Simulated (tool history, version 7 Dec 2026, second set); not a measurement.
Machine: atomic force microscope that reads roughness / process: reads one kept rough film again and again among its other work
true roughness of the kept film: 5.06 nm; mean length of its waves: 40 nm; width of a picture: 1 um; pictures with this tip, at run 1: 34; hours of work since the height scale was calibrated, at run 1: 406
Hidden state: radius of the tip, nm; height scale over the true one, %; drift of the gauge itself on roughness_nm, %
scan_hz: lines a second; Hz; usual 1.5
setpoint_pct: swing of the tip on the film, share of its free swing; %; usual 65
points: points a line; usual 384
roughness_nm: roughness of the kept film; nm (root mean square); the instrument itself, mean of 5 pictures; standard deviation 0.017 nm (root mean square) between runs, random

| run | hour | scan_hz | setpoint_pct | points | pictures with this tip | hours of work since the height scale was calibrated | roughness_nm |
|---|---|---|---|---|---|---|---|
| 1 | 0 | 1.5 | 65 | 384 | 34 | 406 | 4.005 |
| 2 | 14.5 | 1.5 | 65 | 384 | 59 | 415 | 3.899 |
| 3 | 31.2 | 1.5 | 65 | 384 | 87 | 427 | 3.789 |
| 4 | 40.6 | 1.5 | 65 | 384 | 103 | 433 | 3.716 |
| 5 | 56.3 | 1.5 | 65 | 384 | 130 | 444 | 3.627 |
| 6 | 67.6 | 1.5 | 65 | 384 | 149 | 451 | 3.533 |
| 7 | 75.6 | 1.5 | 63 | 384 | 162 | 457 | 3.499 |
| 8 | 88.3 | 1.5 | 63 | 384 | 184 | 465 | 3.468 |
| 9 | 96.6 | 1.01 | 65 | 384 | 198 | 471 | 3.435 |
| 10 | 109.5 | 1.01 | 65 | 384 | 220 | 479 | 3.418 |
|  | 114.7 | new tip fitted |
| 11 | 124.6 | 1.01 | 65 | 384 | 17 | 489 | 4.178 |
| 12 | 134.6 | 1.5 | 65 | 384 | 34 | 496 | 4.004 |
| 13 | 146 | 1.5 | 74 | 384 | 53 | 504 | 3.81 |
| 14 | 159.5 | 1.92 | 65 | 616 | 76 | 513 | 3.805 |
| 15 | 172.3 | 1.23 | 83 | 939 | 98 | 521 | 3.564 |
| 16 | 189.5 | 1.5 | 81 | 384 | 127 | 533 | 3.383 |
| 17 | 205.7 | 1.5 | 65 | 802 | 155 | 544 | 3.575 |
| 18 | 213.4 | 1.5 | 65 | 802 | 168 | 549 | 3.521 |
| 19 | 220.7 | 0.51 | 71 | 551 | 180 | 554 | 3.559 |
| 20 | 231.6 | 0.51 | 71 | 551 | 199 | 561 | 3.505 |
| 21 | 241.9 | 1.5 | 61 | 569 | 216 | 568 | 3.384 |
|  | 248.4 | new tip fitted |
| 22 | 254.6 | 3.89 | 69 | 511 | 11 | 576 | 3.646 |
| 23 | 262.7 | 3.89 | 69 | 511 | 25 | 582 | 3.57 |
| 24 | 277.8 | 3.82 | 86 | 384 | 50 | 592 | 2.856 |
| 25 | 291.9 | 1.93 | 65 | 544 | 74 | 601 | 3.769 |
| 26 | 302.7 | 0.78 | 74 | 370 | 92 | 609 | 3.791 |

How would selected steps in roughness_nm from run to run divide? Give the signed amount a tool lacking its hidden state would still show from settings, what came in and random variation, and the signed amount left for the hidden state, including any gauge scatter that is not in both of the compared results.
Run 10 -> 11: new tip fitted. roughness_nm +0.76 nm (root mean square): hidden state +0.813, all else -0.053.
Run 21 -> 22: scan_hz 1.5 -> 3.89, setpoint_pct 61 -> 69, points 569 -> 511, new tip fitted. roughness_nm +0.262 nm (root mean square): hidden state +0.784, all else -0.522.
Run 24 -> 25: scan_hz 3.82 -> 1.93, setpoint_pct 86 -> 65, points 384 -> 544. roughness_nm +0.913 nm (root mean square): hidden state -0.175, all else +1.088.
